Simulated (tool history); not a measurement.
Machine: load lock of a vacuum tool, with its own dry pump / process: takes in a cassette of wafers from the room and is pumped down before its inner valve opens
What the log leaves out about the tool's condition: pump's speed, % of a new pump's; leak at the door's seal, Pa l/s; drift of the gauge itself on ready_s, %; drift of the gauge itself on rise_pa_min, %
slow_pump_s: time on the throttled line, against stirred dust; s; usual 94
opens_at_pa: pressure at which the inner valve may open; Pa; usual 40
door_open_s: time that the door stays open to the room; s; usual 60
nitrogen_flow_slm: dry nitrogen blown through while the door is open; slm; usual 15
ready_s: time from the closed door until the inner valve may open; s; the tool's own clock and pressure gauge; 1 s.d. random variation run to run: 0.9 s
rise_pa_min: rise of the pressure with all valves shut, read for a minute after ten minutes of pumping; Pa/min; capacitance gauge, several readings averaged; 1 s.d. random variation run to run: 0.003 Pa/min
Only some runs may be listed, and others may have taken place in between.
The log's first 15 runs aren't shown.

run	hour	slow_pump_s	opens_at_pa	door_open_s	nitrogen_flow_slm	hours that the pump has run since its overhaul	times that the door has closed on its seal	incoming humidity of the room's air, %	ready_s	rise_pa_min
16	1262.9	94	40	60	15	5126	56377	45.8	143.4	0.129
17	1329.5	94	40	60	15	5193	56671	43.4	144.2	0.127
18	1427.6	152	34	60	10	5291	57103	47	198.5	0.132
19	1475.9	152	34	60	10	5339	57316	45.8	195.9	0.135
20	1587.3	184	40	60	6	5450	57807	46.5	224.6	0.14
21	1667.5	144	77	60	6	5531	58160	44.1	183.6	0.145
22	1723.5	58	39	27	9	5586	58406	45.2	112.4	0.133
23	1802	58	39	27	9	5665	58752	41	113.1	0.133
24	1901.3	58	39	27	9	5764	59190	44.8	112.8	0.131
25	1961	78	76	146	9	5824	59453	47.3	123.8	0.154
26	2070.9	78	76	146	9	5934	59937	45.2	125.3	0.154
27	2136.5	78	76	146	9	5999	60226	46.2	125	0.156
28	2218.6	78	76	146	9	6082	60587	43.9	125.2	0.162
29	2315.5	157	54	159	12	6179	61015	42.8	202.1	0.153
30	2383.8	94	31	60	13	6247	61315	45.8	148	0.148
31	2481.7	94	31	60	13	6345	61746	44.2	145.6	0.145

5 options for the next run, each taken on its own from the tool as it stands now. Forecast them:
A	2545.8	59	73	28	13	6409	62029	42.5	?	?
B	2545.8	155	31	129	4	6409	62029	41.7	?	?
C	2545.8	94	30	60	13	6409	62029	42.8	?	?
D	2545.8	94	44	140	15	6409	62029	47.4	?	?
E	2545.8	80	40	66	15	6409	62029	43.1	?	?

run	ready_s	rise_pa_min
A	109.3	0.141
B	201.1	0.158
C	147.3	0.148
D	144.4	0.155
E	132.6	0.145
Without the tool's hidden state the same runs would have given:
run	ready_s	rise_pa_min
A	105.8	0.016
B	197.7	0.036
C	143.6	0.026
D	140.9	0.032
E	128.9	0.022

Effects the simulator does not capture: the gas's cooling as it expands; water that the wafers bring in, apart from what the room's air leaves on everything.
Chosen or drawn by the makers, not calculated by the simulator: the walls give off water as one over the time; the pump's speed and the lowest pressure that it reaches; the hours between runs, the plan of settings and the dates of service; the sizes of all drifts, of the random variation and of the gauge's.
